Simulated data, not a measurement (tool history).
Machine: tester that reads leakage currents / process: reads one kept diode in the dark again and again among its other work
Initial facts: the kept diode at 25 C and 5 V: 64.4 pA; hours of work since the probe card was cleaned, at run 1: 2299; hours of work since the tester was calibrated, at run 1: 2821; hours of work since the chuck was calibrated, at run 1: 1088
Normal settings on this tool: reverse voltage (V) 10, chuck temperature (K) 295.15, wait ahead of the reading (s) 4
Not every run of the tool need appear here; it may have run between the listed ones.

run	hour	reverse voltage (V)	chuck temperature (K)	wait ahead of the reading (s)	hours of work since the probe card was cleaned	hours of work since the tester was calibrated	hours of work since the chuck was calibrated	current that the tester gives (pA)
1	0	10	295.15	4	2299	2821	1088	94.81
2	63.8	10	295.15	4	2347	2869	1136	95.04
3	148.2	10	295.15	4	2410	2932	1199	95.99
4	209.3	10	295.15	3	2456	2978	1245	96.57
# hour 277.3: tester calibrated
5	290.2	10	295.15	3	2515	10	1304	95.39
6	358.4	10	295.15	3	2567	61	1355	96.26
7	488.1	10	326.15	4	2664	158	1453	812.89
8	594.5	10	326.15	4	2744	238	1533	812.38
# hour 675.7: chuck's temperature calibrated
9	676.6	10	306.15	4	2804	298	1	209
10	734.6	10	295.15	4	2847	342	44	99.23
11	827.4	3.1	295.15	4	2917	411	114	46.69
12	905.6	3.1	295.15	4	2976	470	172	46.97
13	967.9	3.1	295.15	4	3022	517	219	47
14	1095.4	3.1	295.15	4	3118	612	315	47.52
15	1190.2	1	295.15	4	3189	683	386	23.43
16	1318.6	15.8	295.15	4	3285	780	482	141.61
17	1435.2	15.8	295.15	4	3373	867	570	142.45
# hour 1452.7: chuck's temperature calibrated, once more
18	1519.1	10.7	295.15	4	3434	928	50	105.42
# hour 1593.9: probe card cleaned and baked
19	1608	10.7	295.15	4	11	993	114	81.62
20	1735.3	10.7	295.15	4	106	1088	210	82.61
21	1852	5.9	295.15	7.34	194	1176	297	58.38
22	1974.7	5.9	295.15	7.34	286	1268	389	59.04
23	2089.5	10	301.15	0.35	372	1354	475	138.22
24	2217	1.4	301.15	9.66	467	1450	571	41.69
25	2334	1.1	312.15	1.3	555	1538	659	82.98
26	2440.8	10	306.15	0.34	635	1618	739	203.78
27	2499.8	7.4	306.15	0.34	680	1662	783	171.22
28	2586.5	7.4	306.15	4.02	745	1727	848	163.55
29	2709.7	18.2	324.15	0.45	837	1819	941	1014.68
30	2828.9	3.3	295.15	3.25	926	1909	1030	44.38
31	2950.4	3.3	295.15	3.25	1018	2000	1121	44.49
32	3006.7	2.4	295.15	4	1060	2042	1163	37.03
33	3064.1	2.4	323.15	4	1103	2085	1207	290.52
34	3187	4.8	295.15	4	1195	2177	1299	57.25
35	3307.1	6.3	301.15	4	1285	2268	1389	106.39
36	3435.2	6.3	301.15	4	1381	2364	1485	107.24
37	3537.9	7.6	295.15	1.91	1458	2441	1562	78.51
# hour 3573.9: chuck's temperature calibrated
38	3605.5	10	312.15	0.31	1508	2490	24	310.12
39	3698.6	10	312.15	0.31	1577	2560	94	311.17
40	3824.5	10	295.15	0.75	1672	2654	188	93.37

Consider 3 possible next runs. They are alternatives, not a sequence: every one starts from the tool as it was left by run 40. What does each give?
A	3919.9	10	295.15	4.44	1743	2726	260	?
B	3919.9	3.5	295.15	0.75	1743	2726	260	?
C	3919.9	10	298.15	0.34	1743	2726	260	?

run	current that the tester gives (pA)
A	90.55
B	47.71
C	120.49
Take away the tool's hidden state, keep each run's random variation, and the runs would have read:
run	current that the tester gives (pA)
A	76.53
B	42.37
C	105.83

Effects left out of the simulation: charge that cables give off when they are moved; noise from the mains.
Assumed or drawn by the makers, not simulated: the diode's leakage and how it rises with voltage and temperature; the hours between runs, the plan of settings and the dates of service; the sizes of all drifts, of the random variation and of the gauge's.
